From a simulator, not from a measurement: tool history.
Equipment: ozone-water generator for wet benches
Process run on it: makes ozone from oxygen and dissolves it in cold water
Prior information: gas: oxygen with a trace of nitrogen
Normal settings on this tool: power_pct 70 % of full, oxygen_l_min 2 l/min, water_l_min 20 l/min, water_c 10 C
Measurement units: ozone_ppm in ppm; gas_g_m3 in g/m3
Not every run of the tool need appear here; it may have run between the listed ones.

{"run": 1, "hour": 0.0, "power_pct": 70, "oxygen_l_min": 2, "water_l_min": 20, "water_c": 10, "ozone_ppm": 14.6, "gas_g_m3": 229.9}
{"run": 2, "hour": 29.5, "power_pct": 70, "oxygen_l_min": 2, "water_l_min": 20, "water_c": 10, "ozone_ppm": 14.2, "gas_g_m3": 229.7}
{"run": 3, "hour": 69.6, "power_pct": 70, "oxygen_l_min": 1.36, "water_l_min": 20, "water_c": 10, "ozone_ppm": 12, "gas_g_m3": 265.8}
{"run": 4, "hour": 113.1, "power_pct": 70, "oxygen_l_min": 1.36, "water_l_min": 20, "water_c": 10, "ozone_ppm": 11.9, "gas_g_m3": 265.5}
{"run": 5, "hour": 133.1, "power_pct": 70, "oxygen_l_min": 2, "water_l_min": 20, "water_c": 10, "ozone_ppm": 14.3, "gas_g_m3": 229.7}
{"run": 6, "hour": 166.9, "power_pct": 70, "oxygen_l_min": 2, "water_l_min": 20, "water_c": 10, "ozone_ppm": 14.3, "gas_g_m3": 232.3}
{"run": 7, "hour": 205.1, "power_pct": 70, "oxygen_l_min": 2, "water_l_min": 20, "water_c": 12, "ozone_ppm": 14, "gas_g_m3": 229.1}
{"run": 8, "hour": 244.4, "power_pct": 56, "oxygen_l_min": 2, "water_l_min": 20, "water_c": 10, "ozone_ppm": 12.4, "gas_g_m3": 200.3}
{"run": 9, "hour": 281.3, "power_pct": 56, "oxygen_l_min": 2, "water_l_min": 20, "water_c": 10, "ozone_ppm": 12.3, "gas_g_m3": 199}
{"run": 10, "hour": 300.3, "power_pct": 70, "oxygen_l_min": 2, "water_l_min": 20, "water_c": 6, "ozone_ppm": 14.5, "gas_g_m3": 228.4}
{"run": 11, "hour": 327.2, "power_pct": 70, "oxygen_l_min": 2, "water_l_min": 20, "water_c": 10, "ozone_ppm": 14.4, "gas_g_m3": 229.5}
{"run": 12, "hour": 352.9, "power_pct": 70, "oxygen_l_min": 2, "water_l_min": 20, "water_c": 10, "ozone_ppm": 14, "gas_g_m3": 229.7}
{"run": 13, "hour": 384.9, "power_pct": 70, "oxygen_l_min": 2, "water_l_min": 20, "water_c": 10, "ozone_ppm": 14.1, "gas_g_m3": 229}
{"run": 14, "hour": 410.6, "power_pct": 70, "oxygen_l_min": 2, "water_l_min": 20, "water_c": 10, "ozone_ppm": 14.1, "gas_g_m3": 229.1}
{"run": 15, "hour": 438.4, "power_pct": 70, "oxygen_l_min": 2, "water_l_min": 23, "water_c": 10, "ozone_ppm": 12.4, "gas_g_m3": 228.1}
{"run": 16, "hour": 479.0, "power_pct": 70, "oxygen_l_min": 2, "water_l_min": 20, "water_c": 10, "ozone_ppm": 14.2, "gas_g_m3": 229.8}
{"run": 17, "hour": 501.1, "power_pct": 70, "oxygen_l_min": 2, "water_l_min": 20, "water_c": 10, "ozone_ppm": 14.2, "gas_g_m3": 228.2}
{"run": 18, "hour": 545.2, "power_pct": 70, "oxygen_l_min": 2, "water_l_min": 20, "water_c": 10, "ozone_ppm": 14.2, "gas_g_m3": 229.1}
{"run": 19, "hour": 570.3, "power_pct": 70, "oxygen_l_min": 2, "water_l_min": 20, "water_c": 10, "ozone_ppm": 13.8, "gas_g_m3": 230.7}
{"run": 20, "hour": 590.5, "power_pct": 70, "oxygen_l_min": 2, "water_l_min": 20, "water_c": 10, "ozone_ppm": 14.1, "gas_g_m3": 229.3}
{"run": 21, "hour": 628.4, "power_pct": 66, "oxygen_l_min": 1.18, "water_l_min": 29, "water_c": 5, "ozone_ppm": 7, "gas_g_m3": 265.9}
{"run": 22, "hour": 669.8, "power_pct": 64, "oxygen_l_min": 1.35, "water_l_min": 27, "water_c": 6, "ozone_ppm": 8.1, "gas_g_m3": 249.1}
{"run": 23, "hour": 706.4, "power_pct": 64, "oxygen_l_min": 1.35, "water_l_min": 27, "water_c": 6, "ozone_ppm": 8.3, "gas_g_m3": 249.7}
{"run": 24, "hour": 735.4, "power_pct": 64, "oxygen_l_min": 1.35, "water_l_min": 27, "water_c": 6, "ozone_ppm": 8.3, "gas_g_m3": 246.4}
{"run": 25, "hour": 769.7, "power_pct": 70, "oxygen_l_min": 2, "water_l_min": 24, "water_c": 6, "ozone_ppm": 12.3, "gas_g_m3": 227.2}
{"run": 26, "hour": 789.5, "power_pct": 45, "oxygen_l_min": 2, "water_l_min": 20, "water_c": 11, "ozone_ppm": 10.4, "gas_g_m3": 173.8}
{"run": 27, "hour": 812.5, "power_pct": 45, "oxygen_l_min": 2, "water_l_min": 20, "water_c": 11, "ozone_ppm": 10.5, "gas_g_m3": 174.6}
{"run": 28, "hour": 857.1, "power_pct": 45, "oxygen_l_min": 2, "water_l_min": 20, "water_c": 11, "ozone_ppm": 10.7, "gas_g_m3": 172.9}
{"run": 29, "hour": 880.8, "power_pct": 54, "oxygen_l_min": 2.25, "water_l_min": 22, "water_c": 11, "ozone_ppm": 11.6, "gas_g_m3": 187.8}
{"run": 30, "hour": 924.0, "power_pct": 54, "oxygen_l_min": 2.25, "water_l_min": 22, "water_c": 11, "ozone_ppm": 11.4, "gas_g_m3": 186}
{"run": 31, "hour": 968.3, "power_pct": 54, "oxygen_l_min": 2.25, "water_l_min": 22, "water_c": 11, "ozone_ppm": 11.4, "gas_g_m3": 186.1}
{"run": 32, "hour": 987.0, "power_pct": 71, "oxygen_l_min": 2, "water_l_min": 19, "water_c": 10, "ozone_ppm": 14.8, "gas_g_m3": 229.2}
{"run": 33, "hour": 1022.5, "power_pct": 70, "oxygen_l_min": 1.14, "water_l_min": 20, "water_c": 9, "ozone_ppm": 10.7, "gas_g_m3": 275}

Some steps in ozone_ppm, run to run, broken into two amounts with sign: the step expected even without the hidden condition (settings, incoming material, random variation), and the rest, left for the hidden condition together with whatever gauge scatter is not in both the measured and the hidden-condition-free result:
Hidden state present: yield of the discharge, % of new electrodes'; contactor's efficiency, % of a clean one's; true water temperature over the reading, C; drift of the gauge itself on ozone_ppm, %; drift of the gauge itself on gas_g_m3, %.
Run 20 -> 21: power_pct 70 -> 66, oxygen_l_min 2 -> 1.18, water_l_min 20 -> 29, water_c 10 -> 5. ozone_ppm -7.1 ppm: hidden state +0.4, all else -7.5.
Run 24 -> 25: power_pct 64 -> 70, oxygen_l_min 1.35 -> 2, water_l_min 27 -> 24. ozone_ppm +4 ppm: hidden state -0.2, all else +4.2.
Run 31 -> 32: power_pct 54 -> 71, oxygen_l_min 2.25 -> 2, water_l_min 22 -> 19, water_c 11 -> 10. ozone_ppm +3.4 ppm: hidden state -0.3, all else +3.7.
Run 32 -> 33: power_pct 71 -> 70, oxygen_l_min 2 -> 1.14, water_l_min 19 -> 20, water_c 10 -> 9. ozone_ppm -4.1 ppm: hidden state +0.4, all else -4.5.
